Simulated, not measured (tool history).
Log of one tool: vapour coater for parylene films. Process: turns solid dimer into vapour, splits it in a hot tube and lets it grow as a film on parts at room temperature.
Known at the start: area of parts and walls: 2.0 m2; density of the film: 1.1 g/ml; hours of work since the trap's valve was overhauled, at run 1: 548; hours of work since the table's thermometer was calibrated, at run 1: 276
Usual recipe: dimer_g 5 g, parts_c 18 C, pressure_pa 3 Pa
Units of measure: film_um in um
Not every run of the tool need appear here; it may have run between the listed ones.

run   hour  dimer_g  parts_c  pressure_pa  hours of work since the trap's valve was overhauled  hours of work since the table's thermometer was calibrated  film_um
  1      0        5       18            3                                                  548                                                         276     1.76
  2     11        5       18            3                                                  556                                                         284     1.78
  3   20.8        5       18         3.84                                                  564                                                         292     1.77
  4   33.9        5       16         3.84                                                  574                                                         302     1.83
  5   48.6        5       18            3                                                  585                                                         313     1.75
  6   71.5        5       18            3                                                  602                                                         330     1.77
  7   88.5        5       25         10.8                                                  614                                                         343     1.39
  8  105.3        5       13         5.45                                                  627                                                         355     1.92
  9  127.7        5       18         2.44                                                  644                                                         372      1.8

Forecast run 10:
 10  139.9        5       24            3                                                  653                                                         381        ?

{"run 10": {"film_um": 1.56}}
The same run, on a tool lacking any hidden state, would have yielded film_um 1.56 um.
